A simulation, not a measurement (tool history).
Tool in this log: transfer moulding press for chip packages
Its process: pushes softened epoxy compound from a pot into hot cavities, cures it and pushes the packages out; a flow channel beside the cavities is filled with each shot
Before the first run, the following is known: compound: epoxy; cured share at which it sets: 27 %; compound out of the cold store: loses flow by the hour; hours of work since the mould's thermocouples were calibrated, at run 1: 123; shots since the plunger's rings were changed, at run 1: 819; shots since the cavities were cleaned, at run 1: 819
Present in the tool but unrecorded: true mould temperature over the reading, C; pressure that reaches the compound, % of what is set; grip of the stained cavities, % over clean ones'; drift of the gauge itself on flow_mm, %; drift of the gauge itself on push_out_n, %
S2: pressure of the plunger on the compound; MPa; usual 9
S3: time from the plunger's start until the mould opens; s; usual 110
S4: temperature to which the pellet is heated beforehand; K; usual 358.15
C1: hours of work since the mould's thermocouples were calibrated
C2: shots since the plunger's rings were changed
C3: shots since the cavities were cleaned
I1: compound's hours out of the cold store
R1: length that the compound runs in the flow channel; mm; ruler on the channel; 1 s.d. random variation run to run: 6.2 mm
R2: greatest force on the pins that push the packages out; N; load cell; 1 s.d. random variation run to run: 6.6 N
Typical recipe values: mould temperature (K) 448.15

run 1 hour=0 | mould_temperature_(K)=448.15 S2=9 S3=110 S4=358.15 | C1=123 C2=819 C3=819 | I1=28 | R1=791 R2=358
run 2 hour=8.2 | mould_temperature_(K)=448.15 S2=9 S3=145 S4=358.15 | C1=129 C2=916 C3=916 | I1=24.2 | R1=817 R2=356
run 3 hour=19.6 | mould_temperature_(K)=448.15 S2=10.49 S3=110 S4=358.15 | C1=138 C2=1049 C3=1049 | I1=23.6 | R1=874 R2=385
-- hour=26.4 cavities cleaned with cleaning compound and waxed
run 4 hour=30.1 | mould_temperature_(K)=448.15 S2=9.01 S3=110 S4=358.15 | C1=145 C2=1156 C3=44 | I1=15.2 | R1=850 R2=385
run 5 hour=41.5 | mould_temperature_(K)=448.15 S2=9.01 S3=110 S4=358.15 | C1=153 C2=1290 C3=178 | I1=26.8 | R1=788 R2=396
run 6 hour=53.5 | mould_temperature_(K)=448.15 S2=9.01 S3=110 S4=358.15 | C1=162 C2=1431 C3=319 | I1=36.7 | R1=746 R2=410
run 7 hour=58.6 | mould_temperature_(K)=448.15 S2=9.01 S3=110 S4=358.15 | C1=166 C2=1491 C3=379 | I1=14.7 | R1=842 R2=422
run 8 hour=70.5 | mould_temperature_(K)=448.15 S2=9.01 S3=110 S4=358.15 | C1=175 C2=1631 C3=519 | I1=8.2 | R1=871 R2=424
run 9 hour=77 | mould_temperature_(K)=448.15 S2=9.01 S3=110 S4=358.15 | C1=180 C2=1708 C3=596 | I1=41.5 | R1=721 R2=393
run 10 hour=82.8 | mould_temperature_(K)=448.15 S2=9.01 S3=110 S4=358.15 | C1=184 C2=1776 C3=664 | I1=26.2 | R1=786 R2=403
run 11 hour=95 | mould_temperature_(K)=448.15 S2=9.01 S3=110 S4=358.15 | C1=193 C2=1919 C3=807 | I1=42.5 | R1=712 R2=422
-- hour=99 cavities cleaned with cleaning compound and waxed, once more
run 12 hour=102.4 | mould_temperature_(K)=449.15 S2=9 S3=110 S4=358.15 | C1=198 C2=1988 C3=39 | I1=20.6 | R1=801 R2=274
run 13 hour=114.5 | mould_temperature_(K)=449.15 S2=9 S3=111 S4=358.15 | C1=207 C2=2131 C3=182 | I1=37.3 | R1=734 R2=294
run 14 hour=124.8 | mould_temperature_(K)=449.15 S2=9 S3=111 S4=358.15 | C1=214 C2=2253 C3=304 | I1=10.5 | R1=851 R2=316
run 15 hour=134.2 | mould_temperature_(K)=449.15 S2=9 S3=111 S4=358.15 | C1=221 C2=2363 C3=414 | I1=12 | R1=837 R2=313
run 16 hour=143.9 | mould_temperature_(K)=449.15 S2=9 S3=111 S4=358.15 | C1=229 C2=2478 C3=529 | I1=24.7 | R1=770 R2=327
run 17 hour=152.6 | mould_temperature_(K)=450.15 S2=7.14 S3=130 S4=360.15 | C1=235 C2=2579 C3=630 | I1=34.6 | R1=658 R2=341
run 18 hour=159 | mould_temperature_(K)=453.15 S2=7.14 S3=130 S4=360.15 | C1=240 C2=2655 C3=706 | I1=41.1 | R1=616 R2=325
run 19 hour=165.1 | mould_temperature_(K)=450.15 S2=7.14 S3=130 S4=360.15 | C1=245 C2=2727 C3=778 | I1=21.3 | R1=698 R2=336
run 20 hour=173 | mould_temperature_(K)=450.15 S2=7.14 S3=115 S4=367.15 | C1=250 C2=2820 C3=871 | I1=20.3 | R1=701 R2=359
run 21 hour=182.2 | mould_temperature_(K)=448.15 S2=9 S3=110 S4=354.15 | C1=257 C2=2928 C3=979 | I1=10 | R1=827 R2=383
run 22 hour=188 | mould_temperature_(K)=448.15 S2=9 S3=110 S4=354.15 | C1=262 C2=2996 C3=1047 | I1=41.4 | R1=712 R2=383
-- hour=194.9 cavities cleaned with cleaning compound and waxed
run 23 hour=200.5 | mould_temperature_(K)=447.15 S2=9 S3=97 S4=350.15 | C1=270 C2=3125 C3=66 | I1=9 | R1=840 R2=316
run 24 hour=211.2 | mould_temperature_(K)=445.15 S2=7.64 S3=121 S4=367.15 | C1=278 C2=3251 C3=192 | I1=14.9 | R1=759 R2=303
run 25 hour=217.2 | mould_temperature_(K)=455.15 S2=9.73 S3=91 S4=365.15 | C1=282 C2=3323 C3=264 | I1=20.7 | R1=785 R2=292
run 26 hour=226.6 | mould_temperature_(K)=455.15 S2=9.67 S3=91 S4=351.15 | C1=289 C2=3433 C3=374 | I1=30.9 | R1=743 R2=315
-- hour=235.8 plunger's sealing rings changed
run 27 hour=236.1 | mould_temperature_(K)=452.15 S2=8.41 S3=110 S4=358.15 | C1=295 C2=3 C3=456 | I1=27.5 | R1=760 R2=308
run 28 hour=241.5 | mould_temperature_(K)=452.15 S2=8.41 S3=110 S4=358.15 | C1=299 C2=66 C3=519 | I1=9.1 | R1=842 R2=323

Had the tool no unlogged condition, and each run kept its random variation, what would the results have been?
run=1 R1=805 R2=260
run=2 R1=832 R2=253
run=3 R1=893 R2=268
run=4 R1=871 R2=243
run=5 R1=809 R2=252
run=6 R1=768 R2=258
run=7 R1=869 R2=267
run=8 R1=901 R2=266
run=9 R1=747 R2=245
run=10 R1=814 R2=252
run=11 R1=740 R2=261
run=12 R1=834 R2=260
run=13 R1=767 R2=258
run=14 R1=890 R2=265
run=15 R1=878 R2=252
run=16 R1=810 R2=251
run=17 R1=694 R2=256
run=18 R1=650 R2=237
run=19 R1=738 R2=243
run=20 R1=743 R2=256
run=21 R1=878 R2=269
run=22 R1=757 R2=266
run=23 R1=896 R2=308
run=24 R1=811 R2=271
run=25 R1=840 R2=252
run=26 R1=796 R2=258
run=27 R1=765 R2=246
run=28 R1=849 R2=252

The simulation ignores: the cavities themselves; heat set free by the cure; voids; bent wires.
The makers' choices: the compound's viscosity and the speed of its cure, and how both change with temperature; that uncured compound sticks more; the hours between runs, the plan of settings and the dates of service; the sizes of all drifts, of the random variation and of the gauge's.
